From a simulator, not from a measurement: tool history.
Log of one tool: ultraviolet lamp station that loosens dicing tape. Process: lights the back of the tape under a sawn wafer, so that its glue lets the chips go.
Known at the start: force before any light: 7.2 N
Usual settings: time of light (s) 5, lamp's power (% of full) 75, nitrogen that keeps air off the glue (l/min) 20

run,hour,time of light (s),lamp's power (% of full),nitrogen that keeps air off the glue (l/min),force that peels the tape off (N),light that reached the tape (J/m2)
1,0,5,75,20,1.045,1860
2,17.7,5,75,20,1.102,1830
3,29.6,5,75,20,1.084,1830
4,46.2,5,75,20,1.084,1800
5,64.4,5,75,20,1.124,1780
6,73.7,5,75,20,1.138,1800
7,82.5,5,75,20,1.115,1760
8,103.3,5,75,20,1.152,1750
9,116.9,5,75,20,1.136,1770
10,125.9,5,75,10,1.684,1760
11,142.6,5,75,10,1.637,1700
12,158,5,75,10,1.709,1710
13,175.4,5,68,20,1.42,1550
# hour 177.7: window cleaned of glue's vapour
14,184.6,5,68,20,1.498,1530
15,203.8,5,68,20,1.51,1520
16,218.7,5,68,20,1.488,1470
# hour 223.4: window cleaned of glue's vapour, once more
17,233.7,5,68,20,1.255,1640
18,242.1,7,74,8,1.059,2500
19,254.5,3,75,20,2.331,1120
20,271,2,87,40,2.474,810
21,287.5,2,82,19,3.271,750
22,300.8,9,73,9,0.633,3080
23,320.2,3,93,22,1.746,1320
24,331.6,3,93,22,1.73,1270
25,350,2,90,15,3.212,820
26,368.6,7,96,32,0.228,3090
27,382.1,7,96,32,0.237,3140
28,396.7,10,75,13,0.361,3460
29,413.1,10,75,13,0.385,3430
30,424.3,10,75,13,0.364,3380
31,445,5,63,20,1.626,1440
32,459.7,7,65,20,0.88,2000
33,477.3,9,66,18,0.544,2690

Hidden state or all else? Some run-to-run changes of force that peels the tape off (N), split into what the settings, what came in and random variation would give without the hidden state, and what is left for the hidden state (with any gauge scatter that isn't in both results):
The hidden state here: lamp's light, % of a new lamp's; light that the window lets through, % of a clean one's; drift of the gauge itself on peel_n, %; drift of the gauge itself on dose_mj_cm2, %.
Run 16 -> 17: window cleaned of glue's vapour, once more. force that peels the tape off (N) -0.233: hidden state -0.21, all else -0.023.
Run 21 -> 22: time of light (s) 2 -> 9, lamp's power (% of full) 82 -> 73, nitrogen that keeps air off the glue (l/min) 19 -> 9. force that peels the tape off (N) -2.638: hidden state -0.126, all else -2.512.
Run 24 -> 25: time of light (s) 3 -> 2, lamp's power (% of full) 93 -> 90, nitrogen that keeps air off the glue (l/min) 22 -> 15. force that peels the tape off (N) +1.482: hidden state +0.048, all else +1.434.
Run 25 -> 26: time of light (s) 2 -> 7, lamp's power (% of full) 90 -> 96, nitrogen that keeps air off the glue (l/min) 15 -> 32. force that peels the tape off (N) -2.984: hidden state -0.247, all else -2.737.
Run 30 -> 31: time of light (s) 10 -> 5, lamp's power (% of full) 75 -> 63, nitrogen that keeps air off the glue (l/min) 13 -> 20. force that peels the tape off (N) +1.262: hidden state +0.234, all else +1.028.
